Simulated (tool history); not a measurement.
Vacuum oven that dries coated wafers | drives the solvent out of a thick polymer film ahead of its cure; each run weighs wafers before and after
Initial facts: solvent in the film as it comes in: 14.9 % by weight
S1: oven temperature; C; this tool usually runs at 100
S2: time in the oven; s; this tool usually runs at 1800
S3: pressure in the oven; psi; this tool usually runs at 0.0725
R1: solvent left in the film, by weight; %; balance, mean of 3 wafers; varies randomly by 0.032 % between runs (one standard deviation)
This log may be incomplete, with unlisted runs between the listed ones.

run	hour	S1	S2	S3	R1
1	0	100	1800	0.0725	2.41
2	31.2	100	1800	0.0547	2.33
3	50.7	100	1800	0.0547	2.35
4	67.9	100	1800	0.0725	2.43
5	85.8	100	1800	0.0725	2.39
6	107.8	100	1800	0.0725	2.38
7	124.1	104	1140	0.0725	3.43
8	144.7	94	2940	0.0725	1.84
# hour 148.4: oven's thermocouples calibrated
9	178.3	106	1260	0.1439	2.67
10	210.2	95	3120	0.0917	1.56
# hour 229.5: oven's thermocouples calibrated, once more
11	241.1	95	3120	0.0917	1.55

Hidden state or all else? Some run-to-run changes of R1, split into what the settings, what came in and random variation would give without the hidden state, and what is left for the hidden state (with any gauge scatter that isn't in both results):
The hidden state here: true wafer temperature over the reading, C; true pressure over the reading, kPa; drift of the gauge itself on solvent_pct, %.
Run 4 -> 5: nothing adjusted, nothing logged. R1 -0.04 %: hidden state +0.02, all else -0.06.
Run 7 -> 8: S1 104 -> 94, S2 1140 -> 2940. R1 -1.59 %: hidden state +0, all else -1.59.

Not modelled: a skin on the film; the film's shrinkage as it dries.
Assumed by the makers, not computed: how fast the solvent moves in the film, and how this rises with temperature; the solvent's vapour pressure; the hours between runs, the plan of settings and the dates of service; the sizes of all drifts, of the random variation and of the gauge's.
